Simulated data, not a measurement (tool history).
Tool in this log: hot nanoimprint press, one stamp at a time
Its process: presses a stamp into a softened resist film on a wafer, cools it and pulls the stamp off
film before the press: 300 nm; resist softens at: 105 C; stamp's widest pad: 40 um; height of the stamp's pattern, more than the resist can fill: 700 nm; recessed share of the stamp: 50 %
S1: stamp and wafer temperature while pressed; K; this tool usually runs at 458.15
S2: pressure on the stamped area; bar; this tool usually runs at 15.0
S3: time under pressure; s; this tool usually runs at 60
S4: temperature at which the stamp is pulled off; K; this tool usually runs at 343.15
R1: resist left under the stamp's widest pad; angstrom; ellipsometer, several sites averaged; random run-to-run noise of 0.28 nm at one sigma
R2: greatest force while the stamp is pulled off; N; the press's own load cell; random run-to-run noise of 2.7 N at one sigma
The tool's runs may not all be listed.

run,hour,S1,S2,S3,S4,R1,R2
1,0.0,458.15,15.0,60,343.15,1363,118
# hour 32.5: press's hydraulic seals changed and the load cell set to zero
2,53.2,450.15,15.0,60,343.15,1840,117
3,71.8,450.15,15.0,60,343.15,1839,126
4,101.2,450.15,10.7,60,343.15,2121,124
5,137.3,450.15,10.7,60,343.15,2118,127
6,178.3,455.15,15.0,60,343.15,1519,126
7,214.9,455.15,15.0,60,343.15,1522,128
# hour 221.0: plate thermocouple calibrated
8,243.0,455.15,15.0,60,343.15,1525,126
9,275.6,455.15,15.0,60,343.15,1523,123
10,312.2,455.15,15.0,47,343.15,1637,130
11,353.7,458.15,15.0,74,343.15,1263,130
12,392.0,458.15,15.0,58,343.15,1365,126
13,426.4,458.15,15.0,58,343.15,1367,124
# hour 446.8: stamp cleaned and given a new release coat
14,471.9,463.15,15.0,74,343.15,1035,125
15,503.5,458.15,17.9,53,343.15,1275,125
16,547.8,455.15,17.9,53,343.15,1439,128
17,567.4,449.15,17.9,53,344.15,1809,120
18,593.8,449.15,17.9,53,344.15,1807,121
19,622.0,449.15,17.6,40,344.15,1966,126

Alternative continuations, all from the tool just after run 19; predict every row:
A,644.2,449.15,17.6,40,346.15,?,?
B,644.2,457.15,11.0,30,344.15,?,?
C,644.2,449.15,15.0,63,332.15,?,?

run,R1,R2
A,1961,113
B,1984,119
C,1862,161
With the hidden condition removed and each run's random variation left untouched, the same runs would have given:
run,R1,R2
A,1984,112
B,2008,119
C,1884,161

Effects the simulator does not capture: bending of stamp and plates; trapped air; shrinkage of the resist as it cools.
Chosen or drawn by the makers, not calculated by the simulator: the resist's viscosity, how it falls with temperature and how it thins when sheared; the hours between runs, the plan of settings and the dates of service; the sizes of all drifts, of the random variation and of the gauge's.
